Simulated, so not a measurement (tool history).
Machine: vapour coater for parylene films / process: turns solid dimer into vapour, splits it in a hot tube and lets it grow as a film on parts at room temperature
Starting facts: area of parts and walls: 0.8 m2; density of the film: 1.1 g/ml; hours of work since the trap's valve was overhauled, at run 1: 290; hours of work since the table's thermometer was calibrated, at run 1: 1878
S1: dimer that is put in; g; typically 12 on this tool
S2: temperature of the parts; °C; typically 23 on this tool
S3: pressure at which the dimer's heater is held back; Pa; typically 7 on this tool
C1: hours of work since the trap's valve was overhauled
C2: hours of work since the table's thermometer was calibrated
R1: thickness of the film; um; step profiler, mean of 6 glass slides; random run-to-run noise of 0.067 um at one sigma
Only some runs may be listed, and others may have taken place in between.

| run | hour | S1 | S2 | S3 | C1 | C2 | R1 |
|---|---|---|---|---|---|---|---|
| 1 | 0 | 12 | 23 | 7 | 290 | 1878 | 8.86 |
| 2 | 56.4 | 12 | 23 | 7 | 335 | 1923 | 8.86 |
| 3 | 96.3 | 12 | 23 | 7 | 367 | 1955 | 8.75 |
| 4 | 126.8 | 12 | 23 | 7 | 391 | 1979 | 8.69 |
| 5 | 173.7 | 12 | 23 | 7 | 429 | 2016 | 8.85 |
|  | 201.7 | trap's valve overhauled |
| 6 | 236.4 | 12 | 23 | 7 | 28 | 2063 | 9.43 |
| 7 | 284.5 | 12 | 23 | 7 | 66 | 2102 | 9.39 |
| 8 | 313 | 12 | 23 | 7 | 89 | 2124 | 9.3 |
| 9 | 347.4 | 12 | 23 | 7 | 116 | 2152 | 9.19 |
| 10 | 376.7 | 12 | 23 | 7 | 140 | 2175 | 9.17 |
| 11 | 442.9 | 13 | 22 | 7.7 | 192 | 2228 | 10.16 |
| 12 | 472.8 | 7 | 30 | 8.89 | 216 | 2252 | 4.14 |
| 13 | 503.9 | 7 | 27 | 8.89 | 241 | 2277 | 4.48 |
|  | 527.1 | table's thermometer calibrated |
| 14 | 533.8 | 20 | 26 | 4.05 | 264 | 5 | 14.54 |
| 15 | 574.9 | 8 | 16 | 9.33 | 297 | 38 | 7.58 |
| 16 | 622.1 | 6 | 16 | 2.27 | 335 | 76 | 6.31 |
| 17 | 651.8 | 7 | 35 | 2.38 | 358 | 99 | 3.87 |
| 18 | 683.1 | 7 | 35 | 2.38 | 383 | 124 | 3.9 |
| 19 | 717.4 | 12 | 23 | 2.89 | 411 | 152 | 9.84 |
|  | 768.2 | trap's valve overhauled |
| 20 | 770.3 | 12 | 29 | 7 | 2 | 191 | 7.91 |

Consider 3 possible next runs. They are alternatives, not a sequence: every one starts from the tool as it was left by run 20. What does each give?
| A | 797.2 | 9 | 24 | 4.82 | 23 | 212 | ? |
| B | 797.2 | 13 | 16 | 7.58 | 23 | 212 | ? |
| C | 797.2 | 6 | 23 | 7 | 23 | 212 | ? |

| run | R1 |
|---|---|
| A | 7.13 |
| B | 13.11 |
| C | 4.78 |
Take away the tool's hidden state, keep each run's random variation, and the runs would have read:
| run | R1 |
|---|---|
| A | 7.19 |
| B | 13.21 |
| C | 4.81 |

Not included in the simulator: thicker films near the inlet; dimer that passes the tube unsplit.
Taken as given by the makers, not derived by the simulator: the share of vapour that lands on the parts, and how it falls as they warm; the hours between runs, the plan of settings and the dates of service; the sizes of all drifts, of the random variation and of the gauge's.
